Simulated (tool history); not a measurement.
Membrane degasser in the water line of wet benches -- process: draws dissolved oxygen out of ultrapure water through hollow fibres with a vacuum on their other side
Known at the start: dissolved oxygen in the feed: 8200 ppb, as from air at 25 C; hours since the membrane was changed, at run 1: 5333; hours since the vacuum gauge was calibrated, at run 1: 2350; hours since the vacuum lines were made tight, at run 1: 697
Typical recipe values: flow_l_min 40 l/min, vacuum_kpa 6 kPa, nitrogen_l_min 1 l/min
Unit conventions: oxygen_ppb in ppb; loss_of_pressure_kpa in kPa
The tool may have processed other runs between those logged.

run	hour	flow_l_min	vacuum_kpa	nitrogen_l_min	hours since the membrane was changed	hours since the vacuum gauge was calibrated	hours since the vacuum lines were made tight	oxygen_ppb	loss_of_pressure_kpa
1	0	40	6	1	5333	2350	697	257	66.19
2	120.1	40	6	1	5453	2470	817	257.3	66.29
3	227	40	6	1	5560	2577	924	263.7	65.92
4	299.6	40	6	1	5633	2649	996	260.7	66.38
5	425.4	40	6	1	5758	2775	1122	265	66.81
6	560.5	40	6	1	5893	2910	1257	270.3	66.88
# hour 573.4: vacuum gauge calibrated
7	638.2	36	6	1	5971	65	1334	251.8	60.08
8	718.2	36	6	1	6051	145	1415	253	60
9	858.5	40	6	1	6191	285	1555	282	67.12
10	919.1	40	6	1	6252	346	1615	286.2	67.28
11	1008.7	40	6	1	6341	435	1705	282.9	67.29
# hour 1054: vacuum gauge calibrated, once more
12	1115.7	46	5.14	0.43	6448	62	1812	343.6	77.2
13	1259.8	46	5.14	0.43	6592	206	1956	347.4	76.97
14	1327.5	31	6.4	1.28	6659	274	2023	173.9	52.28
15	1468.8	33	4.44	1.28	6801	415	2165	77.9	55.83
16	1547.4	28	11.62	0.49	6879	493	2243	805.8	47.28
17	1666.4	40	11.44	1	6998	612	2362	638.2	67.44
18	1726.5	40	11.44	1	7058	673	2422	652.1	67.82
19	1851.7	40	6	1.59	7184	798	2547	179.2	68.05
20	1983.8	40	3.66	1	7316	930	2680	67.5	68.07
21	2067.7	34	8.92	1.16	7400	1014	2763	363.7	58.29

A few steps of oxygen_ppb between consecutive runs. Split each: what settings, incoming material and random variation would produce without the hidden state, and what is left over for the hidden state, along with gauge scatter present in only one of the two compared results (measured, and without hidden state):
Hidden conditions of the tool in this case: membrane still open, %; true pressure behind the membrane over the reading, kPa; air that leaks in behind the membrane, l/min; drift of the gauge itself on oxygen_ppb, %; drift of the gauge itself on loss_of_pressure_kpa, %.
Run 11 -> 12: flow_l_min 40 -> 46, vacuum_kpa 6 -> 5.14, nitrogen_l_min 1 -> 0.43, vacuum gauge calibrated, once more. oxygen_ppb +60.7 ppb: hidden state -38.2, all else +98.9.
Run 13 -> 14: flow_l_min 46 -> 31, vacuum_kpa 5.14 -> 6.4, nitrogen_l_min 0.43 -> 1.28. oxygen_ppb -173.5 ppb: hidden state -12.8, all else -160.7.
Run 15 -> 16: flow_l_min 33 -> 28, vacuum_kpa 4.44 -> 11.62, nitrogen_l_min 1.28 -> 0.49. oxygen_ppb +727.9 ppb: hidden state -3, all else +730.9.
Run 18 -> 19: vacuum_kpa 11.44 -> 6, nitrogen_l_min 1 -> 1.59. oxygen_ppb -472.9 ppb: hidden state +1.1, all else -474.

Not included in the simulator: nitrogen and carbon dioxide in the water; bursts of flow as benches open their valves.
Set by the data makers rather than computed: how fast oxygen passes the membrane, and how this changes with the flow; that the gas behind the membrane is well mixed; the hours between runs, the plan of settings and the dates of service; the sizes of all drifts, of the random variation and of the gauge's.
